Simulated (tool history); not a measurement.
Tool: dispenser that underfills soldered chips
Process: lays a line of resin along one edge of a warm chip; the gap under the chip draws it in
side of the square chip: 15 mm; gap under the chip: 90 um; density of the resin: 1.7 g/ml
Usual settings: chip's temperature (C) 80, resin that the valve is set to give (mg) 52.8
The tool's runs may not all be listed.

run  hour  chip's temperature (C)  resin that the valve is set to give (mg)  time until the resin shows at the far edge (s)  resin that the valve gave (mg)
  1     0                      80                                      52.8                                              60                           52.02
      2.9  -- new syringe of resin
  2   3.7                      80                                      61.1                                            45.3                           60.89
  3   7.9                      80                                      61.1                                            51.4                           60.97
  4  11.5                      80                                      61.1                                            60.6                           60.47
     13.7  -- new syringe of resin
  5  13.8                      80                                      50.4                                            44.1                           49.76
  6  18.2                      80                                      52.8                                            51.3                           52.29
  7  21.5                      80                                      45.1                                            59.9                           44.63
     24.7  -- new syringe of resin
  8  25.6                      80                                      45.1                                            48.2                           44.91
  9    30                      80                                      61.9                                            53.2                           61.75
 10  32.5                      80                                      52.8                                            59.5                           52.25
     35.5  -- new syringe of resin
 11  36.7                      84                                      52.8                                            39.6                           52.04
 12  38.8                      84                                      52.8                                            42.3                           52.17
 13  42.8                      67                                      67.8                                            99.3                            66.9
 14  45.4                      83                                      46.1                                            58.6                           45.14
     46.5  -- new syringe of resin
 15  47.6                      89                                      51.7                                            32.4                           50.62
 16  51.8                      80                                      54.5                                              55                           54.11
 17  54.1                      89                                      54.3                                            42.4                           53.69
 18  56.4                      83                                      45.1                                            59.8                           44.73
     57.5  -- new syringe of resin
 19  59.7                      71                                      52.8                                            71.8                           51.73
 20  62.6                      71                                      52.8                                            79.8                           51.96
 21  67.1                      86                                      61.8                                            50.3                           60.57

5 ways to go on from here, each from the tool as it stands after run 21. What would each give?
     68.1  -- new syringe of resin
  A  69.7                      71                                      52.8                                               ?                               ?
     68.1  -- new syringe of resin
  B  69.7                      75                                      63.9                                               ?                               ?
     68.1  -- new syringe of resin
  C  69.7                      69                                      52.4                                               ?                               ?
     68.1  -- new syringe of resin
  D  69.7                      84                                      52.3                                               ?                               ?
     68.1  -- new syringe of resin
  E  69.7                      83                                        53                                               ?                               ?

run  time until the resin shows at the far edge (s)  resin that the valve gave (mg)
  A                                            66.8                           51.78
  B                                            56.2                           62.51
  C                                            73.8                           51.45
  D                                            39.6                           51.08
  E                                            40.3                           52.37
Without the tool's hidden state the same runs would have given:
run  time until the resin shows at the far edge (s)  resin that the valve gave (mg)
  A                                            64.8                           52.76
  B                                            54.6                            63.7
  C                                            71.6                           52.43
  D                                            38.4                           52.06
  E                                            39.1                           53.36
